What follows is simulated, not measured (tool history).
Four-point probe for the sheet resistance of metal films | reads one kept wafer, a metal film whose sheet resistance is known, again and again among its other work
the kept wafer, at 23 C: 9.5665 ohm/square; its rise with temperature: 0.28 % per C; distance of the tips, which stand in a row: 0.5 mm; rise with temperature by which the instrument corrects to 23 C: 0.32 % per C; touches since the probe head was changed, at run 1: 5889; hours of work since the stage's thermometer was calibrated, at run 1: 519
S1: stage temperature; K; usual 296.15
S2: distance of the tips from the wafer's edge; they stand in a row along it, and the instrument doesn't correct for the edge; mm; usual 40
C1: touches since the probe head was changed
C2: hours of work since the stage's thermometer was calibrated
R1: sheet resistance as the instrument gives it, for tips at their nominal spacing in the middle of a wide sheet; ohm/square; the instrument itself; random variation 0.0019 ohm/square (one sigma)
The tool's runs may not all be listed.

run     day      S1  S2     C1   C2        R1
  1   0.000  296.15  40   5889  519  9.506235
  2   0.383  296.15  40   6247  524  9.506561
  3   0.946  296.15  40   6771  530  9.505260
  4   1.529  296.15  10   7312  537  9.516918
  5   2.104  295.15  40   7848  543  9.507931
  6   2.742  295.15  40   8439  551  9.508818
  7   3.354  292.15  40   9008  557  9.518459
  8   3.767  296.15   4   9395  562  9.580901
  9   4.425  296.15   4  10008  570  9.580765
 10   5.146  296.15   4  10675  578  9.579603
 11   5.762  297.15  10  11249  585  9.508727
 12   6.117  301.15  42  11579  589  9.481439
      6.192  -- stage's thermometer calibrated
 13   6.488  292.15   8  11907    3  9.534949
 14   7.154  304.15  65  12527   11  9.465673
 15   7.900  308.15  35  13218   19  9.454191
 16   8.633  302.15   4  13900   28  9.554520
 17   9.196  302.15   4  14426   34  9.549740
      9.383  -- stage's thermometer calibrated, once more
 18   9.838  302.15   4  15004    5  9.555544
 19  10.329  300.15  44  15459   11  9.478309
 20  10.858  300.15  44  15953   17  9.482090

4 ways to go on from here, each from the tool as it stands after run 20. What would each give?
  A  11.533  296.15  32  16581  24   ?
  B  11.533  299.15   4  16581  24   ?
  C  11.533  298.15   5  16581  24   ?
  D  11.533  302.15   8  16581  24   ?

run        R1
  A  9.498320
  B  9.564573
  C  9.542882
  D  9.494660
Without the tool's hidden state the same runs would have given:
run        R1
  A  9.567286
  B  9.633967
  C  9.612138
  D  9.563570
